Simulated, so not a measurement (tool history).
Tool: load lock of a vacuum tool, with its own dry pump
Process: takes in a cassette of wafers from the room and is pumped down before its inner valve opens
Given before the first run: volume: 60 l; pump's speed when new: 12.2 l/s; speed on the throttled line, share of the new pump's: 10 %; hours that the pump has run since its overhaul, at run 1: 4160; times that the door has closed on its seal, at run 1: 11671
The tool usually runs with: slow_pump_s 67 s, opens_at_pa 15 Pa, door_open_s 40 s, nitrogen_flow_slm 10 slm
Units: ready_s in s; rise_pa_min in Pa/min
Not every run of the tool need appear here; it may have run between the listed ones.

run,hour,slow_pump_s,opens_at_pa,door_open_s,nitrogen_flow_slm,hours that the pump has run since its overhaul,times that the door has closed on its seal,"incoming humidity of the room's air, %",ready_s,rise_pa_min
1,0.0,67,15,40,10,4160,11671,44.8,106.9,0.039
2,111.4,67,15,40,10,4271,12159,45.0,107.1,0.041
3,170.8,67,15,40,10,4331,12418,43.8,108.7,0.038
4,289.1,67,15,59,10,4449,12936,43.1,107.8,0.046
5,403.7,67,15,59,10,4564,13438,46.7,107.9,0.042
6,488.5,67,15,179,10,4648,13808,46.3,107.7,0.055
7,587.1,67,15,31,10,4747,14240,45.4,108.8,0.045
8,710.0,67,15,31,27,4870,14777,46.9,108.3,0.038
9,823.8,129,15,40,10,4984,15275,42.8,164.8,0.044
10,915.4,129,15,40,5,5075,15676,47.9,163.9,0.056
11,1013.2,129,15,40,5,5173,16104,42.4,162.9,0.053
12,1107.6,129,15,40,5,5268,16517,47.1,163.1,0.050
13,1164.7,85,18,40,10,5325,16767,46.4,123.4,0.048
14,1250.8,85,18,40,10,5411,17143,43.8,123.4,0.041
15,1316.2,34,10,205,19,5476,17429,45.1,82.0,0.052
16,1394.2,34,10,205,19,5554,17770,47.2,82.9,0.055
17,1491.4,88,14,40,10,5651,18196,46.9,127.8,0.050
18,1621.8,88,14,40,10,5782,18766,43.2,129.4,0.058
19,1699.9,78,14,51,43,5860,19108,45.1,119.5,0.045
20,1769.1,84,14,44,43,5929,19410,43.6,124.9,0.049
21,1858.8,40,13,44,43,6019,19803,46.4,86.4,0.046
22,1962.2,35,13,44,43,6122,20255,46.5,82.2,0.044
23,2101.7,67,12,34,10,6262,20866,42.4,111.2,0.064
24,2178.9,54,11,37,6,6339,21203,48.4,100.5,0.064

Forecast each of these 5 alternatives for the next run:
A,2241.1,110,19,40,6,6401,21476,42.5,?,?
B,2241.1,110,29,40,10,6401,21476,46.5,?,?
C,2241.1,93,12,37,30,6401,21476,42.5,?,?
D,2241.1,73,11,184,6,6401,21476,42.7,?,?
E,2241.1,67,15,40,15,6401,21476,47.8,?,?

run,ready_s,rise_pa_min
A,147.2,0.061
B,143.3,0.058
C,134.0,0.058
D,116.8,0.077
E,108.7,0.058
What these runs would have given with no unlogged condition in the tool:
run,ready_s,rise_pa_min
A,142.1,0.017
B,138.7,0.015
C,128.2,0.015
D,110.6,0.035
E,102.8,0.017
